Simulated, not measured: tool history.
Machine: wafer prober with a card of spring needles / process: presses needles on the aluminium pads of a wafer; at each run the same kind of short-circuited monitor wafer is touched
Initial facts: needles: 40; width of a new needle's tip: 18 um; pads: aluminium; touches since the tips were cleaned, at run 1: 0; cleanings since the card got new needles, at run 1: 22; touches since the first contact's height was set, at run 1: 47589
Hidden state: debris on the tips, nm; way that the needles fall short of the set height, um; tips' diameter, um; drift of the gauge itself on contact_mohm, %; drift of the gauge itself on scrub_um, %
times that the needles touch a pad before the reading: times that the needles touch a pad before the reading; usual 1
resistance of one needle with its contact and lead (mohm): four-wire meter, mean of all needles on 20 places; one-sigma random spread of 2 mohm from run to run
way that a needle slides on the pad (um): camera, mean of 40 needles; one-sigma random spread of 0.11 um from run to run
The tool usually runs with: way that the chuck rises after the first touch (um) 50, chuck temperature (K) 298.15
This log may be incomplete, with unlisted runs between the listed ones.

run  hour  way that the chuck rises after the first touch (um)  chuck temperature (K)  times that the needles touch a pad before the reading  touches since the tips were cleaned  cleanings since the card got new needles  touches since the first contact's height was set  resistance of one needle with its contact and lead (mohm)  way that a needle slides on the pad (um)
  1   0.0                                                   50                 298.15                                                      1                                    0                                        22                                             47589                                                        219                                      6.60
  2   6.0                                                   50                 298.15                                                      1                                 1474                                        22                                             49063                                                        294                                      6.48
      8.1  -- tips cleaned on abrasive film
  3  14.1                                                   50                 298.15                                                      1                                 1466                                        23                                             51027                                                        354                                      6.59
     16.3  -- tips cleaned on abrasive film
  4  18.4                                                   50                 298.15                                                      1                                  530                                        24                                             52054                                                        266                                      6.37
     24.0  -- tips cleaned on abrasive film
  5  24.0                                                   50                 298.15                                                      1                                    0                                        25                                             53405                                                        224                                      6.30
  6  29.2                                                   51                 317.15                                                      1                                 1279                                        25                                             54684                                                        301                                      6.49
     32.5  -- tips cleaned on abrasive film
  7  37.7                                                   51                 317.15                                                      1                                 1264                                        26                                             56730                                                        299                                      6.28
     40.7  -- tips cleaned on abrasive film
  8  43.2                                                   57                 352.15                                                      2                                  603                                        27                                             58049                                                        248                                      7.22
     48.3  -- tips cleaned on abrasive film
  9  48.3                                                   44                 303.15                                                      1                                    0                                        28                                             59291                                                        227                                      5.42

Run 10 is up next; what results do you expect?
 10  52.9                                                   45                 355.15                                                      1                                 1112                                        28                                             60403                                                          ?                                         ?

For run 10 the tool returned resistance of one needle with its contact and lead (mohm) 324, way that a needle slides on the pad (um) 5.64.
With the hidden condition absent and the run-to-run variation left alone, this run would have shown resistance of one needle with its contact and lead (mohm) 227, way that a needle slides on the pad (um) 6.22.
